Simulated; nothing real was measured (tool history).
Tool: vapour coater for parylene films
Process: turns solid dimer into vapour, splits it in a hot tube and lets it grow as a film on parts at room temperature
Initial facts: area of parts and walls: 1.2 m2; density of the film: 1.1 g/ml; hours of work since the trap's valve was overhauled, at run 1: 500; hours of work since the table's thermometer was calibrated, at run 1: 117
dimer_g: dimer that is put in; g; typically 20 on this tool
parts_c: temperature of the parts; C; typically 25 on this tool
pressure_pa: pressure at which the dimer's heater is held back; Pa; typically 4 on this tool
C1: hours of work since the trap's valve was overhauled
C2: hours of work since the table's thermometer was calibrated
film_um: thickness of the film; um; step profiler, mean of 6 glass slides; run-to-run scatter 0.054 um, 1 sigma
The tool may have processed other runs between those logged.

{"run": 1, "hour": 0.0, "dimer_g": 20, "parts_c": 25, "pressure_pa": 4, "C1": 500, "C2": 117, "film_um": 8.74}
{"run": 2, "hour": 8.8, "dimer_g": 20, "parts_c": 25, "pressure_pa": 4, "C1": 506, "C2": 123, "film_um": 8.69}
{"run": 3, "hour": 20.7, "dimer_g": 20, "parts_c": 25, "pressure_pa": 4, "C1": 514, "C2": 131, "film_um": 8.7}
{"run": 4, "hour": 34.7, "dimer_g": 20, "parts_c": 25, "pressure_pa": 4, "C1": 523, "C2": 140, "film_um": 8.69}
{"run": 5, "hour": 47.8, "dimer_g": 20, "parts_c": 25, "pressure_pa": 4, "C1": 532, "C2": 149, "film_um": 8.75}
{"run": 6, "hour": 55.3, "dimer_g": 20, "parts_c": 25, "pressure_pa": 4, "C1": 537, "C2": 154, "film_um": 8.72}
{"run": 7, "hour": 64.4, "dimer_g": 20, "parts_c": 25, "pressure_pa": 4, "C1": 543, "C2": 160, "film_um": 8.68}
{"run": 8, "hour": 70.8, "dimer_g": 20, "parts_c": 25, "pressure_pa": 4, "C1": 547, "C2": 164, "film_um": 8.72}
{"run": 9, "hour": 79.7, "dimer_g": 20, "parts_c": 25, "pressure_pa": 4.33, "C1": 553, "C2": 170, "film_um": 8.57}
{"run": 10, "hour": 89.9, "dimer_g": 20, "parts_c": 26, "pressure_pa": 4, "C1": 560, "C2": 177, "film_um": 8.44}
{"run": 11, "hour": 101.5, "dimer_g": 20, "parts_c": 26, "pressure_pa": 4, "C1": 567, "C2": 184, "film_um": 8.39}
{"run": 12, "hour": 110.2, "dimer_g": 20, "parts_c": 26, "pressure_pa": 4, "C1": 573, "C2": 190, "film_um": 8.38}
{"run": 13, "hour": 122.0, "dimer_g": 15, "parts_c": 26, "pressure_pa": 6.82, "C1": 581, "C2": 198, "film_um": 5.87}

Run 14 is up next; what results do you expect?
{"run": 14, "hour": 131.3, "dimer_g": 21, "parts_c": 26, "pressure_pa": 6.82, "C1": 587, "C2": 204, "film_um": "?"}

{"run 14": {"film_um": 8.3}}
The same run, on a tool lacking any hidden state, would have yielded film_um 8.33 um.
